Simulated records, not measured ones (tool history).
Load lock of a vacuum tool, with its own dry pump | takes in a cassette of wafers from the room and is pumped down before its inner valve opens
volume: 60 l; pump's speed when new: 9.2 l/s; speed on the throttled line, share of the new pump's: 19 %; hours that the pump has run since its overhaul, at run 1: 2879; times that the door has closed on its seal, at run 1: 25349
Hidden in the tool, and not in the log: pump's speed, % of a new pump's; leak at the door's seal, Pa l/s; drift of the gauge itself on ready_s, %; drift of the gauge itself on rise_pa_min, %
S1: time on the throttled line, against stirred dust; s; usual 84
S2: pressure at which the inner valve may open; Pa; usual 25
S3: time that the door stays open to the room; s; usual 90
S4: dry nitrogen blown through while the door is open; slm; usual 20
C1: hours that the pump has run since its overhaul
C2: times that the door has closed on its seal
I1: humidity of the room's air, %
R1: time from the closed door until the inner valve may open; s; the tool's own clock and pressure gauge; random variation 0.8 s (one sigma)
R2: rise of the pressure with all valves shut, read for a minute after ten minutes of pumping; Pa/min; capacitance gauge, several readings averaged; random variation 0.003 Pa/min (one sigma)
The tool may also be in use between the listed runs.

Run 1, hour 0: usual settings; C1 2879; C2 25349; I1 43.5. Result: R1 121.8 s, R2 0.038 Pa/min.
Run 2, hour 96.7: usual settings; C1 2976; C2 25761; I1 47.1. Result: R1 122.2 s, R2 0.038 Pa/min.
Run 3, hour 145.9: usual settings; C1 3025; C2 25970; I1 43.1. Result: R1 124.1 s, R2 0.034 Pa/min.
Run 4, hour 203.5: usual settings; C1 3083; C2 26216; I1 41.9. Result: R1 123 s, R2 0.032 Pa/min.
Run 5, hour 272.8: usual settings; C1 3152; C2 26511; I1 47.2. Result: R1 123.7 s, R2 0.034 Pa/min.
Run 6, hour 325.9: usual settings but S2 31 Pa; C1 3205; C2 26737; I1 45. Result: R1 122.3 s, R2 0.037 Pa/min.
Run 7, hour 409.8: usual settings but S2 31 Pa; C1 3289; C2 27095; I1 44.8. Result: R1 121.7 s, R2 0.037 Pa/min.
Run 8, hour 480.3: usual settings but S1 135 s, S2 31 Pa; C1 3360; C2 27395; I1 44.1. Result: R1 164.3 s, R2 0.032 Pa/min.
Run 9, hour 575.4: usual settings but S1 135 s, S2 31 Pa; C1 3455; C2 27800; I1 43.6. Result: R1 162.4 s, R2 0.028 Pa/min.
Run 10, hour 678.8: usual settings but S1 135 s, S2 31 Pa, S4 5 slm; C1 3558; C2 28241; I1 47.2. Result: R1 163.2 s, R2 0.051 Pa/min.
Run 11, hour 765.5: usual settings but S1 135 s, S2 31 Pa, S4 5 slm; C1 3645; C2 28611; I1 45.3. Result: R1 163.6 s, R2 0.053 Pa/min.
Run 12, hour 862.8: usual settings but S3 99 s; C1 3742; C2 29025; I1 44.3. Result: R1 122.7 s, R2 0.041 Pa/min.
Run 13, hour 921.2: usual settings but S4 4 slm; C1 3800; C2 29274; I1 45.7. Result: R1 122 s, R2 0.052 Pa/min.
Run 14, hour 1004.6: usual settings but S4 4 slm; C1 3884; C2 29629; I1 43.4. Result: R1 122.2 s, R2 0.056 Pa/min.
Run 15, hour 1084.9: usual settings but S4 4 slm; C1 3964; C2 29971; I1 48.2. Result: R1 122.4 s, R2 0.058 Pa/min.
Run 16, hour 1135.4: usual settings but S4 4 slm; C1 4015; C2 30187; I1 49.2. Result: R1 124.3 s, R2 0.055 Pa/min.
Run 17, hour 1208.6: usual settings but S4 4 slm; C1 4088; C2 30499; I1 43.2. Result: R1 122.1 s, R2 0.057 Pa/min.
Run 18, hour 1256.9: usual settings but S4 4 slm; C1 4136; C2 30704; I1 47.1. Result: R1 123.2 s, R2 0.058 Pa/min.
Run 19, hour 1349.5: usual settings but S4 4 slm; C1 4229; C2 31099; I1 47.5. Result: R1 122.2 s, R2 0.057 Pa/min.
Run 20, hour 1447.8: usual settings but S4 4 slm; C1 4327; C2 31518; I1 45.9. Result: R1 122.8 s, R2 0.052 Pa/min.
Run 21, hour 1495.9: usual settings but S1 79 s, S2 44 Pa, S3 201 s, S4 4 slm; C1 4375; C2 31723; I1 43. Result: R1 115 s, R2 0.088 Pa/min.
Run 22, hour 1577.9: usual settings but S1 86 s, S2 30 Pa, S4 9 slm; C1 4457; C2 32072; I1 47.3. Result: R1 123.9 s, R2 0.051 Pa/min.
Run 23, hour 1664.1: usual settings but S1 86 s, S2 30 Pa, S4 9 slm; C1 4543; C2 32440; I1 44.8. Result: R1 124.5 s, R2 0.049 Pa/min.
Run 24, hour 1721.3: usual settings but S2 18 Pa, S4 43 slm; C1 4601; C2 32683; I1 47.3. Result: R1 124.7 s, R2 0.027 Pa/min.

The next listed run, before its measurement:
Run 25, hour 1764: usual settings but S2 27 Pa, S3 115 s; C1 4643; C2 32865; I1 43.8. Result: R1 ?, R2 ?.

{"run 25": {"R1": 122.6, "R2": 0.043}}
Without the tool's hidden state the same run would have given R1 122.6 s, R2 0.042 Pa/min.

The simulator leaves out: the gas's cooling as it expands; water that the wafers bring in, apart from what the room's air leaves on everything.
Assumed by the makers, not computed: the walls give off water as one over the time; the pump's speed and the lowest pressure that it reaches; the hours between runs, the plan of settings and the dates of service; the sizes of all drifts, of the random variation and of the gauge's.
